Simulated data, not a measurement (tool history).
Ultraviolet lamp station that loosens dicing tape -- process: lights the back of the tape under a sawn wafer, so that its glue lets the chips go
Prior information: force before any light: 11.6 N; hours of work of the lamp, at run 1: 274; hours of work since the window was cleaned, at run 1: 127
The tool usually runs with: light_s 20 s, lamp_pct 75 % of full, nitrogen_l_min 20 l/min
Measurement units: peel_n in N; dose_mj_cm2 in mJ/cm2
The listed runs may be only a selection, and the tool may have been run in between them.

run   hour  light_s  lamp_pct  nitrogen_l_min  hours of work of the lamp  hours of work since the window was cleaned  peel_n  dose_mj_cm2
  1      0       20        75              20                        274                                         127   1.566          354
  2   14.7       20        82              20                        284                                         138   1.307          387
  3   30.2       20        82              20                        296                                         149   1.358          378
  4   39.1       20        82              20                        302                                         156   1.372          380
  5   49.1       20        82              20                        310                                         163   1.339          375
  6   62.8       19        82              20                        320                                         174    1.55          355
  7   73.7       19        82              20                        328                                         182   1.562          356
  8     84       20        75               9                        336                                         189   2.642          341
  9   98.1       20        75               9                        346                                         200   2.695          336
 10  109.6       20        75               9                        355                                         208   2.767          335
 11  121.3       20        75               9                        363                                         217   2.745          333
 12  136.1       20        75              20                        374                                         228   1.772          333
 13  145.7       20        75              20                        381                                         235   1.787          330
 14  159.6       20        75              20                        392                                         245   1.813          328
 15  170.1       20        75              20                        400                                         253   1.786          331
 16  183.8       20        75              20                        410                                         263   1.818          320
 17  196.8       20        75              20                        419                                         273   1.807          320
 18  205.7       20        75              20                        426                                         279   1.837          324
 19  213.1       20        75              20                        431                                         285   1.866          322
 20  223.7       20        75              20                        439                                         293   1.853          321
 21  239.1       20        82              20                        451                                         304   1.565          349
 22  251.1       20        82              20                        460                                         313   1.589          339
 23  266.3       20        93              20                        471                                         324   1.309          389
 24  276.7       20        91              19                        478                                         332    1.35          378
 25  284.8       15        96              11                        484                                         338   2.943          298
     295.1  -- window cleaned of glue's vapour
 26    299       34        69              20                        495                                           3   0.618          530
 27  315.5       14        91              16                        507                                          15   2.572          288
 28  323.1       23        61              16                        512                                          21   2.119          316
 29  336.1       23        61              16                        522                                          30   2.255          316
 30  342.8       20        69              24                        527                                          35   1.828          306
 31  351.3       27        75              20                        533                                          42   0.908          450
 32  359.8       20        93              36                        540                                          48   0.751          408
 33  366.7       30        93              26                        545                                          53   0.293          615
 34  378.7       30        93              26                        554                                          62   0.308          615
 35  385.9       36        86              33                        559                                          67   0.187          681
 36  396.2       36        86              33                        567                                          75   0.189          671
 37  408.6       20        86              28                        576                                          84   1.118          370
 38  420.3       10        84              12                        584                                          93   4.857          179
 39  430.6       29        76               7                        592                                         100   1.891          468
 40  441.4       29        95              28                        600                                         108   0.324          586
 41  452.2       25        97              18                        608                                         116   0.701          516
 42  463.4       21        85               8                        616                                         125   2.522          377
 43  476.4       21        85               8                        626                                         134   2.607          373
 44  485.5       21        68               9                        633                                         141   3.345          297

Here are 3 independent what-if runs from the current tool condition. What would each one return?
  A   500       21        95               9                        643                                         152       ?            ?
  B   500       21        68               9                        643                                         152       ?            ?
  C   500       22        61              20                        643                                         152       ?            ?

run  peel_n  dose_mj_cm2
  A   1.993          411
  B   3.346          295
  C   2.343          274
Without the tool's unlogged condition, the same runs would have read:
run  peel_n  dose_mj_cm2
  A   1.247          523
  B   2.381          376
  C   1.534          349
